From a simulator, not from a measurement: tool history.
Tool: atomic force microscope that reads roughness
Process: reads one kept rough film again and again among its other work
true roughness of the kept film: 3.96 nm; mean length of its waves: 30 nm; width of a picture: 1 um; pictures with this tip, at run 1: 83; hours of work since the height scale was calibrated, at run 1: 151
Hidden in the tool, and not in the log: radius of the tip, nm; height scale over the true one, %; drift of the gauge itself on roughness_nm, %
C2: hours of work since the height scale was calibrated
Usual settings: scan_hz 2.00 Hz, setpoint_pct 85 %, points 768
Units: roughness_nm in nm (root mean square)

Run 1, hour 0.0: usual settings; pictures with this tip 83; C2 151. Result: roughness_nm 2.346 nm (root mean square).
At hour 7.3: new tip fitted.
Run 2, hour 8.8: usual settings; pictures with this tip 2; C2 156. Result: roughness_nm 2.906 nm (root mean square).
Run 3, hour 19.7: usual settings; pictures with this tip 16; C2 164. Result: roughness_nm 2.777 nm (root mean square).
Run 4, hour 29.9: usual settings; pictures with this tip 29; C2 171. Result: roughness_nm 2.659 nm (root mean square).
Run 5, hour 39.8: usual settings; pictures with this tip 43; C2 177. Result: roughness_nm 2.608 nm (root mean square).
Run 6, hour 48.8: usual settings; pictures with this tip 54; C2 183. Result: roughness_nm 2.504 nm (root mean square).
Run 7, hour 59.7: usual settings; pictures with this tip 69; C2 191. Result: roughness_nm 2.427 nm (root mean square).
Run 8, hour 69.5: usual settings; pictures with this tip 82; C2 197. Result: roughness_nm 2.330 nm (root mean square).
At hour 78.1: new tip fitted.
Run 9, hour 79.1: usual settings; pictures with this tip 1; C2 204. Result: roughness_nm 2.927 nm (root mean square).
Run 10, hour 92.8: usual settings; pictures with this tip 19; C2 213. Result: roughness_nm 2.734 nm (root mean square).
Run 11, hour 106.9: usual settings; pictures with this tip 38; C2 222. Result: roughness_nm 2.630 nm (root mean square).
Run 12, hour 115.0: usual settings; pictures with this tip 49; C2 228. Result: roughness_nm 2.526 nm (root mean square).
Run 13, hour 121.3: usual settings but setpoint_pct 67 %; pictures with this tip 57; C2 232. Result: roughness_nm 2.768 nm (root mean square).
Run 14, hour 127.8: usual settings but setpoint_pct 67 %; pictures with this tip 65; C2 237. Result: roughness_nm 2.707 nm (root mean square).
Run 15, hour 136.6: usual settings but setpoint_pct 67 %; pictures with this tip 77; C2 243. Result: roughness_nm 2.627 nm (root mean square).
At hour 148.5: new tip fitted.
Run 16, hour 148.5: usual settings but setpoint_pct 83 %, points 496; pictures with this tip 0; C2 250. Result: roughness_nm 2.967 nm (root mean square).
Run 17, hour 161.5: usual settings but setpoint_pct 83 %, points 496; pictures with this tip 17; C2 259. Result: roughness_nm 2.802 nm (root mean square).
Run 18, hour 169.9: usual settings but setpoint_pct 66 %, points 577; pictures with this tip 28; C2 265. Result: roughness_nm 2.987 nm (root mean square).
Run 19, hour 181.2: usual settings but setpoint_pct 66 %, points 577; pictures with this tip 43; C2 272. Result: roughness_nm 2.872 nm (root mean square).
Run 20, hour 188.9: usual settings but setpoint_pct 66 %, points 577; pictures with this tip 53; C2 278. Result: roughness_nm 2.783 nm (root mean square).
Run 21, hour 196.9: usual settings but setpoint_pct 66 %, points 577; pictures with this tip 63; C2 283. Result: roughness_nm 2.727 nm (root mean square).
Run 22, hour 203.8: usual settings but points 802; pictures with this tip 72; C2 288. Result: roughness_nm 2.395 nm (root mean square).
Run 23, hour 214.0: usual settings but points 802; pictures with this tip 86; C2 295. Result: roughness_nm 2.322 nm (root mean square).
At hour 219.3: new tip fitted.
Run 24, hour 227.8: usual settings but setpoint_pct 62 %, points 416; pictures with this tip 11; C2 304. Result: roughness_nm 3.193 nm (root mean square).
Run 25, hour 240.6: usual settings but setpoint_pct 62 %, points 416; pictures with this tip 28; C2 312. Result: roughness_nm 3.021 nm (root mean square).
Run 26, hour 247.2: usual settings but scan_hz 3.48 Hz, setpoint_pct 89 %, points 280; pictures with this tip 37; C2 317. Result: roughness_nm 2.170 nm (root mean square).
Run 27, hour 255.7: usual settings but scan_hz 3.48 Hz, setpoint_pct 89 %, points 280; pictures with this tip 48; C2 322. Result: roughness_nm 2.109 nm (root mean square).

Forecast each of these 4 alternatives for the next run:
Run A, hour 268.9: usual settings but scan_hz 0.92 Hz, points 433; pictures with this tip 65; C2 331. Result: roughness_nm ?.
Run B, hour 268.9: usual settings but scan_hz 0.54 Hz, setpoint_pct 89 %, points 353; pictures with this tip 65; C2 331. Result: roughness_nm ?.
Run C, hour 268.9: usual settings but points 393; pictures with this tip 65; C2 331. Result: roughness_nm ?.
Run D, hour 268.9: usual settings but scan_hz 1.42 Hz, setpoint_pct 66 %; pictures with this tip 65; C2 331. Result: roughness_nm ?.

run  roughness_nm
  A         2.650
  B         2.697
  C         2.410
  D         2.756
Without the tool's hidden state the same runs would have given:
run  roughness_nm
  A         3.219
  B         3.276
  C         2.925
  D         3.347

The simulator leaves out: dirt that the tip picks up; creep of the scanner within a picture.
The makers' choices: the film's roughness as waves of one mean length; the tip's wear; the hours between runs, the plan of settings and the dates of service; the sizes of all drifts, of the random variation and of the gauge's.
